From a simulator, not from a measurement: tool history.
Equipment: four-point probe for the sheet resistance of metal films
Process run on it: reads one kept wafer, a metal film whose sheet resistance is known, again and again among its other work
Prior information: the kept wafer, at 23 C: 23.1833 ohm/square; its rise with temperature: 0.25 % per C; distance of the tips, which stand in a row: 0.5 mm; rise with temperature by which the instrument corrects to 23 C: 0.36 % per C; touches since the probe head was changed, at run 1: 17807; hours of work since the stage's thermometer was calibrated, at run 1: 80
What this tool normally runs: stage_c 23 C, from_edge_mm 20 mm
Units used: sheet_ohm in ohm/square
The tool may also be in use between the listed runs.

run,hour,stage_c,from_edge_mm,touches since the probe head was changed,hours of work since the stage's thermometer was calibrated,sheet_ohm
1,0,23,20,17807,80,23.086327
2,29.5,23,3,18329,93,23.418396
3,59.7,23,3,18863,106,23.405532
4,86.6,23,33,19339,118,23.060416
5,107.4,23,33,19707,127,23.067648
6,127.4,23,33,20060,136,23.075365
7,151.7,23,33,20490,146,23.069293
8,175.6,23,9,20913,156,23.108278
9,190.1,23,9,21169,163,23.095651
10,213.3,23,9,21580,173,23.093486
11,226.7,23,20,21817,179,23.064155
12,251.1,23,20,22248,189,23.063425
13,267.3,19,20,22534,196,23.166466
14,284.1,23,58,22832,203,23.064346
15,302.1,23,20,23149,211,23.062035
16,319.2,23,20,23453,219,23.056223
17,344.8,31,20,23906,230,22.861266
# hour 348: stage's thermometer calibrated
18,373.6,31,4,24407,11,23.046046
19,387.1,31,4,24646,17,23.043334
20,414.5,31,4,25129,29,23.050144
21,434.6,31,4,25485,38,23.044254
# hour 447.1: stage's thermometer calibrated, once more
22,452.1,31,4,25786,2,23.04894
23,471,31,4,26119,10,23.039758
24,484.9,31,4,26366,16,23.048207
25,500.1,24,10,26635,23,23.051588
26,528.6,23,5,27139,35,23.165895
27,556.2,23,5,27627,47,23.163549
28,581.9,18,20,28081,58,23.179947
29,602.8,18,20,28451,67,23.166878
30,622.8,18,20,28804,76,23.169048
31,636.5,18,20,29047,82,23.155801
32,668.2,18,20,29607,96,23.171277
33,690.7,21,15,30005,106,23.099139
34,711.2,24,73,30369,114,23.013329
35,734.2,24,73,30774,124,23.001071
36,763.4,21,30,31292,137,23.071373
37,791.2,24,20,31783,149,23.002422
38,822.6,24,20,32339,163,23.005511
39,837.9,30,28,32610,169,22.850021
40,858.6,22,19,32975,178,23.049283
41,888.6,24,34,33506,191,22.987444
42,915.6,24,5,33983,203,23.116056
43,943.4,32,38,34476,215,22.79392
44,957.1,21,10,34717,221,23.089162

Entry by entry between the runs, the difference in hidden state between the last listed run before and the first listed run after:
Run 17 -> run 18: stage's thermometer calibrated (hour 348)
  inner tips' distance over the nominal, %: -0.51 -> -0.519; wafer's true temperature over the reading, C: -0.07 -> -0.09
  measured minus no-state result, sheet_ohm: -0.130514 -> -0.135292 ohm/square
Run 21 -> run 22: stage's thermometer calibrated, once more (hour 447.1)
  inner tips' distance over the nominal, %: -0.537 -> -0.543; wafer's true temperature over the reading, C: -0.1 -> 0.04
  measured minus no-state result, sheet_ohm: -0.140167 -> -0.133937 ohm/square

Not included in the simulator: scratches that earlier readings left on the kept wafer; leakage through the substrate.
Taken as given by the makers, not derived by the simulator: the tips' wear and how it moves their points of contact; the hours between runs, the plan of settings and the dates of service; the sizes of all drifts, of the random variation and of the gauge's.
